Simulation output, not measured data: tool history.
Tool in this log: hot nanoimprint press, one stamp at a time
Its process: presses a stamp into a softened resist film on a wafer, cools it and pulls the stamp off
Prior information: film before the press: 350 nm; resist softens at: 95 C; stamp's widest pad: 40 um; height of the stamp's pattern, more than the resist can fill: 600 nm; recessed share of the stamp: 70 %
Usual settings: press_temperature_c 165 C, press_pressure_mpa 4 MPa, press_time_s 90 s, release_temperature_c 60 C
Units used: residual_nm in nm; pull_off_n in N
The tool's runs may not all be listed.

run	hour	press_temperature_c	press_pressure_mpa	press_time_s	release_temperature_c	residual_nm	pull_off_n
1	0	165	4	90	60	208	229
2	29.5	165	4.57	90	60	197.3	225
3	47.3	165	4.57	110	60	185.8	224
4	72.5	165	4	90	60	209.5	239
# hour 91.5: stamp cleaned and given a new release coat
5	94	165	4	90	60	209.3	195
6	122.1	165	4	90	60	210.3	193
7	151.5	165	4	90	60	210.8	194
8	177.9	165	4	90	60	209.8	193
# hour 193.1: press's hydraulic seals changed and the load cell set to zero
9	212.9	165	4	90	60	209.9	195
10	232.9	158	4	90	60	263.3	195
11	247.8	164	4	90	60	220.5	201
12	264.3	165	4	90	60	211.1	198
13	282.2	165	4	90	60	214.1	208
14	307.8	165	4	90	60	212.3	203
15	334.8	165	4	90	60	211.9	207
16	354.1	165	4	90	60	213.8	207
17	375.8	164	3.93	90	64	223.4	207
18	397.3	164	3.93	90	64	224.9	207
# hour 410: plate thermocouple calibrated
19	420	165	2.55	58	60	278.2	207
20	433.5	165	2.55	58	60	278.4	215
21	455.7	165	2.67	133	60	230	226
22	472.7	165	2.67	133	60	230.9	217
23	487.6	165	2.67	133	60	228.9	219
24	504.9	165	2.67	133	60	231.5	222
25	534.4	165	2.67	133	60	231.4	223
26	554.1	165	2.67	133	60	231.1	227
27	571.9	165	4.07	90	47	217.1	250
28	587.4	166	4	111	57	200.6	229
# hour 599.1: plate thermocouple calibrated, once more
29	608.1	172	5.33	57	64	157.8	219
30	627.1	172	5.49	103	46	126.1	244

3 ways to go on from here, each from the tool as it stands after run 30. What would each give?
A	647.9	160	3.73	156	60	?	?
B	647.9	160	4	145	60	?	?
C	647.9	172	3.06	103	63	?	?

run	residual_nm	pull_off_n
A	210.2	231
B	210.4	225
C	173	221
What these runs would have given with no unlogged condition in the tool:
run	residual_nm	pull_off_n
A	208.8	194
B	209	189
C	171.9	185
